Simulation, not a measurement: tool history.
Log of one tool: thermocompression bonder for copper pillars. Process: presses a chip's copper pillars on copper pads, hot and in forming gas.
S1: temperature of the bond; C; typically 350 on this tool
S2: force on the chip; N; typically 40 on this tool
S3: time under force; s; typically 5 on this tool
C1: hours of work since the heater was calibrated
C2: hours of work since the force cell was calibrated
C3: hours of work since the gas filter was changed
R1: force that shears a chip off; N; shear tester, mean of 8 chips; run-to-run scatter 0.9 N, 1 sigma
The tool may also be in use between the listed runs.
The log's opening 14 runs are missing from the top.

| run | hour | S1 | S2 | S3 | C1 | C2 | C3 | R1 |
|---|---|---|---|---|---|---|---|---|
| 15 | 301.0 | 350 | 40 | 9 | 316 | 316 | 23 | 89.6 |
| 16 | 312.5 | 350 | 40 | 9 | 323 | 323 | 30 | 87.9 |
| 17 | 330.7 | 350 | 40 | 9 | 333 | 333 | 41 | 88.7 |
| 18 | 355.1 | 350 | 40 | 4 | 348 | 348 | 56 | 65.3 |
| 19 | 366.7 | 350 | 40 | 4 | 355 | 355 | 63 | 66.4 |
| 20 | 388.5 | 344 | 40 | 5 | 368 | 368 | 76 | 68.9 |
| 21 | 400.9 | 359 | 25 | 6 | 375 | 375 | 83 | 61.9 |
| 22 | 424.8 | 359 | 25 | 6 | 390 | 390 | 97 | 62.2 |
|  | 429.0 | heater calibrated with a thermocouple chip |
| 23 | 445.5 | 359 | 25 | 6 | 10 | 401 | 109 | 61.6 |
| 24 | 471.8 | 358 | 29 | 9 | 26 | 417 | 124 | 74.9 |
| 25 | 498.9 | 358 | 29 | 9 | 42 | 433 | 141 | 76.6 |
|  | 526.3 | heater calibrated with a thermocouple chip, once more |
| 26 | 528.1 | 370 | 28 | 10 | 1 | 449 | 157 | 82.9 |
| 27 | 545.5 | 345 | 40 | 5 | 11 | 460 | 167 | 68.1 |
| 28 | 572.6 | 345 | 40 | 5 | 28 | 476 | 184 | 67.4 |
|  | 583.4 | forming gas filter changed |
| 29 | 595.1 | 350 | 29 | 4 | 41 | 489 | 7 | 55.9 |
| 30 | 617.6 | 371 | 60 | 3 | 54 | 502 | 20 | 86.3 |
| 31 | 635.6 | 336 | 45 | 15 | 65 | 513 | 31 | 101.0 |
| 32 | 652.8 | 377 | 40 | 5 | 75 | 523 | 42 | 85.3 |
| 33 | 674.4 | 350 | 35 | 3 | 88 | 536 | 54 | 54.9 |
| 34 | 699.9 | 334 | 35 | 5 | 104 | 552 | 70 | 60.6 |
| 35 | 719.1 | 379 | 48 | 5 | 115 | 563 | 81 | 91.3 |
| 36 | 737.2 | 355 | 48 | 5 | 126 | 574 | 92 | 82.1 |
| 37 | 749.5 | 355 | 48 | 5 | 133 | 581 | 99 | 81.0 |
| 38 | 766.1 | 355 | 48 | 5 | 143 | 591 | 109 | 79.9 |
| 39 | 783.6 | 363 | 59 | 4 | 154 | 602 | 120 | 88.5 |

Alternative continuations, all from the tool just after run 39; predict every row:
| A | 807.1 | 340 | 44 | 8 | 168 | 616 | 134 | ? |
| B | 807.1 | 354 | 31 | 3 | 168 | 616 | 134 | ? |
| C | 807.1 | 327 | 44 | 9 | 168 | 616 | 134 | ? |
| D | 807.1 | 370 | 59 | 4 | 168 | 616 | 134 | ? |

| run | R1 |
|---|---|
| A | 82.0 |
| B | 51.9 |
| C | 76.5 |
| D | 93.4 |
The same runs, with their run-to-run variation unchanged, on a tool lacking any hidden condition would have given:
| run | R1 |
|---|---|
| A | 85.8 |
| B | 54.6 |
| C | 80.1 |
| D | 97.4 |
